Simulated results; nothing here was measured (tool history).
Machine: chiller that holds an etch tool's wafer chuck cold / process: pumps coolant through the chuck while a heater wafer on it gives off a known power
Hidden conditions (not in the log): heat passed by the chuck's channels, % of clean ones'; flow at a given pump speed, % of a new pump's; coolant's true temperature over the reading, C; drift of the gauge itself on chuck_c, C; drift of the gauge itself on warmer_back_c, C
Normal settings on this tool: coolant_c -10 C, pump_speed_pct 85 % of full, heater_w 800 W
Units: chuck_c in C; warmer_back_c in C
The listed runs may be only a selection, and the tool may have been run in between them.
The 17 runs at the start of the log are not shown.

run	hour	coolant_c	pump_speed_pct	heater_w	hours since the coolant was changed and the channels were flushed	hours since the pump was overhauled	hours since the chiller's thermometer was calibrated	chuck_c	warmer_back_c
18	2116.1	-19	65	487	6887	7563	2183	-10.9	2.40
19	2214.2	-19	65	487	6985	7661	2281	-10.8	2.38
20	2393.0	-19	65	487	7164	7840	2460	-10.7	2.36
21	2545.7	-19	65	487	7316	7993	2613	-10.7	2.41
22	2661.5	-19	65	487	7432	8109	2729	-10.7	2.41
23	2814.0	-19	65	487	7585	8261	2881	-10.8	2.38
# hour 2842.2: chiller's thermometer calibrated
24	2958.3	-19	71	487	7728	8404	116	-10.8	2.22
25	3133.2	-19	71	487	7903	8579	291	-11.0	2.23
26	3261.8	-9	97	977	8031	8708	420	4.1	3.19
27	3441.4	-14	76	492	8211	8887	599	-6.2	2.14
28	3564.9	-20	70	1006	8335	9011	723	-2.7	4.70
29	3669.1	-20	70	1006	8439	9115	827	-2.8	4.69
30	3847.4	-6	70	1152	8617	9293	1005	13.9	5.39
31	3997.3	-6	70	1152	8767	9443	1155	14.0	5.43

Here are 4 independent what-if runs from the current tool condition. What would each one return?
# hour 4145.4: coolant pump overhauled
A	4174.0	-14	98	1044	8939	29	1327	?	?
# hour 4145.4: coolant pump overhauled
B	4174.0	-7	70	681	8939	29	1327	?	?
# hour 4145.4: coolant pump overhauled
C	4174.0	-13	86	629	8939	29	1327	?	?
# hour 4145.4: coolant pump overhauled
D	4174.0	-8	88	429	8939	29	1327	?	?

run	chuck_c	warmer_back_c
A	-1.0	2.98
B	3.5	2.69
C	-4.5	2.05
D	-2.4	1.37
Had the tool no hidden state, the same runs would have come out as:
run	chuck_c	warmer_back_c
A	-2.4	2.98
B	2.4	2.69
C	-5.4	2.05
D	-2.9	1.37
